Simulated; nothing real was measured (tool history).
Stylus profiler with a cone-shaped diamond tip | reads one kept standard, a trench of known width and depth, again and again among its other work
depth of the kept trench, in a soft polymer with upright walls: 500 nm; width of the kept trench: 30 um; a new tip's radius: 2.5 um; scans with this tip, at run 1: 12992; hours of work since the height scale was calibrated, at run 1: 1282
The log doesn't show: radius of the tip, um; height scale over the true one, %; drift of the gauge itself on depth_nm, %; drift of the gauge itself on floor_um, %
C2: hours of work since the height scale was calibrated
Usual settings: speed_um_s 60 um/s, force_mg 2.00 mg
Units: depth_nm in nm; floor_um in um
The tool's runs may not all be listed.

Run 1, day 0.000: usual settings; scans with this tip 12992; C2 1282. Result: depth_nm 510.11 nm, floor_um 25.53 um.
Run 2, day 2.421: usual settings but speed_um_s 43 um/s; scans with this tip 13402; C2 1322. Result: depth_nm 510.08 nm, floor_um 25.57 um.
Run 3, day 4.175: usual settings but speed_um_s 43 um/s; scans with this tip 13699; C2 1352. Result: depth_nm 510.09 nm, floor_um 25.51 um.
Run 4, day 5.733: usual settings but speed_um_s 43 um/s; scans with this tip 13964; C2 1378. Result: depth_nm 510.49 nm, floor_um 25.49 um.
Run 5, day 7.025: usual settings but speed_um_s 43 um/s; scans with this tip 14182; C2 1399. Result: depth_nm 510.53 nm, floor_um 25.46 um.
Run 6, day 9.788: usual settings but speed_um_s 43 um/s; scans with this tip 14650; C2 1445. Result: depth_nm 510.56 nm, floor_um 25.45 um.
Run 7, day 11.558: usual settings; scans with this tip 14950; C2 1475. Result: depth_nm 510.34 nm, floor_um 25.34 um.
Run 8, day 14.304: usual settings; scans with this tip 15416; C2 1521. Result: depth_nm 510.63 nm, floor_um 25.32 um.
Run 9, day 15.417: usual settings but force_mg 0.70 mg; scans with this tip 15604; C2 1539. Result: depth_nm 507.12 nm, floor_um 25.21 um.
Run 10, day 16.783: usual settings but force_mg 3.77 mg; scans with this tip 15836; C2 1562. Result: depth_nm 514.42 nm, floor_um 25.26 um.
Run 11, day 18.050: usual settings but force_mg 3.77 mg; scans with this tip 16051; C2 1583. Result: depth_nm 514.61 nm, floor_um 25.29 um.
Run 12, day 20.412: usual settings but speed_um_s 16 um/s; scans with this tip 16451; C2 1623. Result: depth_nm 511.03 nm, floor_um 25.41 um.
At day 21.450: height scale calibrated on a step standard.
Run 13, day 21.942: usual settings; scans with this tip 16707; C2 8. Result: depth_nm 506.94 nm, floor_um 25.25 um.
Run 14, day 24.342: usual settings; scans with this tip 17113; C2 48. Result: depth_nm 507.01 nm, floor_um 25.15 um.
Run 15, day 26.129: usual settings but force_mg 3.63 mg; scans with this tip 17416; C2 78. Result: depth_nm 510.61 nm, floor_um 25.22 um.
Run 16, day 28.262: usual settings but force_mg 3.63 mg; scans with this tip 17777; C2 114. Result: depth_nm 510.48 nm, floor_um 25.18 um.
Run 17, day 30.179: usual settings but speed_um_s 20 um/s; scans with this tip 18102; C2 146. Result: depth_nm 507.38 nm, floor_um 25.30 um.
Run 18, day 31.979: usual settings but speed_um_s 20 um/s; scans with this tip 18407; C2 176. Result: depth_nm 507.16 nm, floor_um 25.23 um.
Run 19, day 33.471: usual settings but speed_um_s 20 um/s; scans with this tip 18659; C2 201. Result: depth_nm 507.31 nm, floor_um 25.16 um.
Run 20, day 35.896: usual settings but speed_um_s 20 um/s; scans with this tip 19070; C2 241. Result: depth_nm 507.82 nm, floor_um 25.18 um.
Run 21, day 37.729: usual settings but speed_um_s 20 um/s; scans with this tip 19381; C2 272. Result: depth_nm 507.53 nm, floor_um 25.10 um.
Run 22, day 40.396: usual settings but speed_um_s 20 um/s, force_mg 0.68 mg; scans with this tip 19833; C2 317. Result: depth_nm 504.53 nm, floor_um 24.98 um.
Run 23, day 41.604: usual settings but speed_um_s 52 um/s, force_mg 3.66 mg; scans with this tip 20038; C2 337. Result: depth_nm 511.47 nm, floor_um 25.01 um.
Run 24, day 43.971: usual settings but speed_um_s 38 um/s, force_mg 0.79 mg; scans with this tip 20439; C2 376. Result: depth_nm 504.61 nm, floor_um 24.90 um.
Run 25, day 46.650: usual settings but speed_um_s 72 um/s, force_mg 1.38 mg; scans with this tip 20893; C2 421. Result: depth_nm 506.16 nm, floor_um 24.84 um.
Run 26, day 48.633: usual settings but speed_um_s 131 um/s, force_mg 1.19 mg; scans with this tip 21229; C2 454. Result: depth_nm 506.07 nm, floor_um 24.52 um.
Run 27, day 49.971: usual settings but speed_um_s 33 um/s, force_mg 4.84 mg; scans with this tip 21455; C2 477. Result: depth_nm 513.68 nm, floor_um 24.96 um.
Run 28, day 51.204: usual settings but speed_um_s 85 um/s, force_mg 3.74 mg; scans with this tip 21664; C2 497. Result: depth_nm 511.70 nm, floor_um 24.82 um.
Run 29, day 53.250: usual settings but speed_um_s 22 um/s, force_mg 0.99 mg; scans with this tip 22011; C2 532. Result: depth_nm 505.53 nm, floor_um 24.90 um.
Run 30, day 55.921: usual settings but speed_um_s 77 um/s, force_mg 0.76 mg; scans with this tip 22463; C2 576. Result: depth_nm 505.21 nm, floor_um 24.57 um.
Run 31, day 58.421: usual settings but speed_um_s 163 um/s, force_mg 2.51 mg; scans with this tip 22887; C2 618. Result: depth_nm 509.59 nm, floor_um 24.48 um.
Run 32, day 60.229: usual settings but speed_um_s 163 um/s, force_mg 2.51 mg; scans with this tip 23193; C2 648. Result: depth_nm 509.45 nm, floor_um 24.41 um.
Run 33, day 62.896: usual settings but speed_um_s 32 um/s, force_mg 1.42 mg; scans with this tip 23645; C2 693. Result: depth_nm 507.31 nm, floor_um 24.74 um.
Run 34, day 64.579: usual settings but speed_um_s 35 um/s; scans with this tip 23930; C2 721. Result: depth_nm 508.74 nm, floor_um 24.72 um.
Run 35, day 67.029: usual settings but speed_um_s 35 um/s; scans with this tip 24345; C2 762. Result: depth_nm 508.89 nm, floor_um 24.68 um.
Run 36, day 69.008: usual settings but speed_um_s 81 um/s, force_mg 1.12 mg; scans with this tip 24681; C2 795. Result: depth_nm 506.71 nm, floor_um 24.44 um.
Run 37, day 70.142: usual settings but speed_um_s 198 um/s, force_mg 5.35 mg; scans with this tip 24872; C2 814. Result: depth_nm 515.31 nm, floor_um 24.35 um.
Run 38, day 71.371: usual settings but speed_um_s 224 um/s, force_mg 1.13 mg; scans with this tip 25080; C2 834. Result: depth_nm 506.82 nm, floor_um 23.68 um.
Run 39, day 72.567: usual settings but speed_um_s 26 um/s, force_mg 2.55 mg; scans with this tip 25283; C2 854. Result: depth_nm 510.28 nm, floor_um 24.72 um.
Run 40, day 74.858: usual settings but speed_um_s 121 um/s, force_mg 2.47 mg; scans with this tip 25672; C2 893. Result: depth_nm 510.49 nm, floor_um 24.35 um.

Hidden state at the last listed run before each entry between runs and at the first one after, where it differs:
Between runs 12 and 13: height scale calibrated on a step standard (day 21.450)
  radius of the tip, um: 5.45 -> 5.5; height scale over the true one, %: 0.829 -> 0.023
  measured less the result without the state, depth_nm: +4.21 -> +0.12 nm; floor_um: -1.56 -> -1.58 um
